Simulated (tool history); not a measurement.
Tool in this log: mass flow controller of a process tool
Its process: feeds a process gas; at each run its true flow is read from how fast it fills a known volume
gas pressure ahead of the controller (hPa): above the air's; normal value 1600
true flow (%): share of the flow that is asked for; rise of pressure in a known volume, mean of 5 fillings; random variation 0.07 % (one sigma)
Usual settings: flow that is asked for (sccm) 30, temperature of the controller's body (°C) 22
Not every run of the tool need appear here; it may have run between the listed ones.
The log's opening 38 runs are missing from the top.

| run | day | flow that is asked for (sccm) | gas pressure ahead of the controller (hPa) | temperature of the controller's body (°C) | true flow (%) |
|---|---|---|---|---|---|
| 39 | 527.988 | 29 | 1450 | 26 | 95.91 |
| 40 | 538.179 | 30 | 1920 | 22 | 96.27 |
| 41 | 551.242 | 30 | 2370 | 29 | 96.07 |
| 42 | 565.933 | 30 | 2370 | 29 | 96.00 |
| 43 | 575.462 | 9 | 1680 | 33 | 97.57 |
|  | 582.108 | controller's zero set anew |
| 44 | 591.800 | 9 | 1680 | 39 | 93.50 |
| 45 | 602.525 | 11 | 1440 | 33 | 93.74 |
| 46 | 611.329 | 11 | 2500 | 32 | 93.75 |
| 47 | 621.675 | 30 | 2000 | 37 | 94.71 |
| 48 | 641.112 | 15 | 1800 | 22 | 94.22 |

Predict each of these 4 candidate next runs independently; none follows another, all start after run 48:
| A | 653.575 | 6 | 1930 | 33 | ? |
| B | 653.575 | 41 | 2310 | 25 | ? |
| C | 653.575 | 21 | 2480 | 22 | ? |
| D | 653.575 | 11 | 1590 | 29 | ? |

| run | true flow (%) |
|---|---|
| A | 94.13 |
| B | 95.39 |
| C | 94.41 |
| D | 93.94 |
Without the tool's hidden state the same runs would have given:
| run | true flow (%) |
|---|---|
| A | 97.38 |
| B | 99.57 |
| C | 98.44 |
| D | 97.69 |
